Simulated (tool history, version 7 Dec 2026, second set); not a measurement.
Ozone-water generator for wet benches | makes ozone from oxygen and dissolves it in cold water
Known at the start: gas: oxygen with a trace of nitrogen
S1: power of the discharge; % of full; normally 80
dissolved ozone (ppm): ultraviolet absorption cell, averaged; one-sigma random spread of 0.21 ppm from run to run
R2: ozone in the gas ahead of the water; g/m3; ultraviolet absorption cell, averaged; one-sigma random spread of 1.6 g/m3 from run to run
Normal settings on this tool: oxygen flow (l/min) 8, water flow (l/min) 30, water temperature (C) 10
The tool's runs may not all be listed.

{"run": 1, "hour": 0.0, "S1": 80, "oxygen flow (l/min)": 8, "water flow (l/min)": 30, "water temperature (C)": 10, "dissolved ozone (ppm)": 29.5, "R2": 298.6}
{"run": 2, "hour": 63.7, "S1": 80, "oxygen flow (l/min)": 8, "water flow (l/min)": 30, "water temperature (C)": 14, "dissolved ozone (ppm)": 27.6, "R2": 303.4}
{"run": 3, "hour": 107.2, "S1": 80, "oxygen flow (l/min)": 8, "water flow (l/min)": 30, "water temperature (C)": 7, "dissolved ozone (ppm)": 30.5, "R2": 302.2}
{"run": 4, "hour": 163.7, "S1": 80, "oxygen flow (l/min)": 8, "water flow (l/min)": 30, "water temperature (C)": 7, "dissolved ozone (ppm)": 30.5, "R2": 301}
{"run": 5, "hour": 241.3, "S1": 80, "oxygen flow (l/min)": 8, "water flow (l/min)": 30, "water temperature (C)": 7, "dissolved ozone (ppm)": 30.1, "R2": 301.1}
{"run": 6, "hour": 308.7, "S1": 80, "oxygen flow (l/min)": 8, "water flow (l/min)": 30, "water temperature (C)": 7, "dissolved ozone (ppm)": 30, "R2": 301.5}
{"run": 7, "hour": 372.7, "S1": 80, "oxygen flow (l/min)": 8, "water flow (l/min)": 30, "water temperature (C)": 10, "dissolved ozone (ppm)": 29.1, "R2": 300.3}
{"run": 8, "hour": 405.7, "S1": 80, "oxygen flow (l/min)": 8, "water flow (l/min)": 30, "water temperature (C)": 10, "dissolved ozone (ppm)": 29.1, "R2": 304.5}
{"run": 9, "hour": 443.5, "S1": 80, "oxygen flow (l/min)": 8, "water flow (l/min)": 30, "water temperature (C)": 10, "dissolved ozone (ppm)": 29.2, "R2": 300.5}
{"run": 10, "hour": 495.4, "S1": 80, "oxygen flow (l/min)": 8, "water flow (l/min)": 30, "water temperature (C)": 10, "dissolved ozone (ppm)": 29.2, "R2": 298.9}
{"run": 11, "hour": 565.4, "S1": 80, "oxygen flow (l/min)": 7.05, "water flow (l/min)": 27, "water temperature (C)": 10, "dissolved ozone (ppm)": 31.5, "R2": 317.9}
{"run": 12, "hour": 615.1, "S1": 98, "oxygen flow (l/min)": 8, "water flow (l/min)": 23, "water temperature (C)": 10, "dissolved ozone (ppm)": 42.4, "R2": 344.3}
{"run": 13, "hour": 675.5, "S1": 98, "oxygen flow (l/min)": 8, "water flow (l/min)": 18, "water temperature (C)": 10, "dissolved ozone (ppm)": 52.3, "R2": 345.3}
{"run": 14, "hour": 715.9, "S1": 82, "oxygen flow (l/min)": 10.89, "water flow (l/min)": 21, "water temperature (C)": 14, "dissolved ozone (ppm)": 39.3, "R2": 269.8}
{"run": 15, "hour": 769.7, "S1": 98, "oxygen flow (l/min)": 4.73, "water flow (l/min)": 30, "water temperature (C)": 10, "dissolved ozone (ppm)": 29.3, "R2": 428.4}
{"run": 16, "hour": 818.7, "S1": 98, "oxygen flow (l/min)": 4.73, "water flow (l/min)": 30, "water temperature (C)": 10, "dissolved ozone (ppm)": 28.9, "R2": 432.2}
{"run": 17, "hour": 857.6, "S1": 43, "oxygen flow (l/min)": 4.38, "water flow (l/min)": 30, "water temperature (C)": 10, "dissolved ozone (ppm)": 16.3, "R2": 247.4}
{"run": 18, "hour": 930.8, "S1": 80, "oxygen flow (l/min)": 7.7, "water flow (l/min)": 30, "water temperature (C)": 10, "dissolved ozone (ppm)": 28.6, "R2": 305.5}
{"run": 19, "hour": 974.8, "S1": 47, "oxygen flow (l/min)": 8, "water flow (l/min)": 30, "water temperature (C)": 10, "dissolved ozone (ppm)": 20.1, "R2": 206.3}

Below are 5 alternative next runs, each starting from the tool's condition after run 19. Predict each:
{"run": "A", "hour": 1013.9, "S1": 80, "oxygen flow (l/min)": 4.87, "water flow (l/min)": 30, "water temperature (C)": 13, "dissolved ozone (ppm)": "?", "R2": "?"}
{"run": "B", "hour": 1013.9, "S1": 76, "oxygen flow (l/min)": 8, "water flow (l/min)": 44, "water temperature (C)": 9, "dissolved ozone (ppm)": "?", "R2": "?"}
{"run": "C", "hour": 1013.9, "S1": 80, "oxygen flow (l/min)": 8, "water flow (l/min)": 30, "water temperature (C)": 10, "dissolved ozone (ppm)": "?", "R2": "?"}
{"run": "D", "hour": 1013.9, "S1": 41, "oxygen flow (l/min)": 8, "water flow (l/min)": 30, "water temperature (C)": 6, "dissolved ozone (ppm)": "?", "R2": "?"}
{"run": "E", "hour": 1013.9, "S1": 47, "oxygen flow (l/min)": 8, "water flow (l/min)": 27, "water temperature (C)": 10, "dissolved ozone (ppm)": "?", "R2": "?"}

run=A dissolved_ozone_(ppm)=24.8 R2=367.9
run=B dissolved_ozone_(ppm)=19.1 R2=290.2
run=C dissolved_ozone_(ppm)=29.1 R2=296.9
run=D dissolved_ozone_(ppm)=19 R2=188.1
run=E dissolved_ozone_(ppm)=22.2 R2=206.6
Stripped of hidden state, with their random variation kept, the same runs would have yielded:
run=A dissolved_ozone_(ppm)=25.8 R2=375.1
run=B dissolved_ozone_(ppm)=19.9 R2=295.6
run=C dissolved_ozone_(ppm)=30.3 R2=302.6
run=D dissolved_ozone_(ppm)=19.6 R2=190.2
run=E dissolved_ozone_(ppm)=22.9 R2=209.2
